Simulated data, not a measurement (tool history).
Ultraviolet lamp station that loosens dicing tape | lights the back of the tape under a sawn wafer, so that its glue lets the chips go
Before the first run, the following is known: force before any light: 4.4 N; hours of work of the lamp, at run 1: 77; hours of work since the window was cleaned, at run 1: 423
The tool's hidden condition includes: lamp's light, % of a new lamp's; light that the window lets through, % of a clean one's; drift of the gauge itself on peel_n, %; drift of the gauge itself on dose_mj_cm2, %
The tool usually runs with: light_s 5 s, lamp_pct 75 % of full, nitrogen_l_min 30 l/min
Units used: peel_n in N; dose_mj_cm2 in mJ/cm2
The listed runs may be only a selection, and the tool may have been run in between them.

run	hour	light_s	lamp_pct	nitrogen_l_min	hours of work of the lamp	hours of work since the window was cleaned	peel_n	dose_mj_cm2
1	0	5	75	30	77	423	0.305	503
2	21.2	5	100	30	87	434	0.232	668
3	38.9	5	75	29	97	443	0.332	496
4	57.6	5	75	30	106	452	0.318	496
5	76.9	8	75	30	116	462	0.198	801
6	96.9	8	75	30	126	472	0.205	794
7	107.7	8	75	30	132	478	0.209	789
8	125.5	5	75	30	141	487	0.311	500
9	139.9	5	75	30	148	494	0.321	488
10	155.1	5	75	30	156	502	0.323	484
11	164.1	5	75	30	161	507	0.332	482
12	172.9	5	75	30	165	511	0.323	486
13	182.1	5	75	30	170	516	0.324	489
14	191.6	5	84	32	175	521	0.28	544
15	211.4	6	92	43	185	531	0.202	707

Forecast run 16:
16	225.6	8	92	22	192	538	?	?

{"run 16": {"peel_n": 0.185, "dose_mj_cm2": 947}}
Minus the tool's unlogged condition, the same run would have read peel_n 0.18 N, dose_mj_cm2 1060 mJ/cm2.
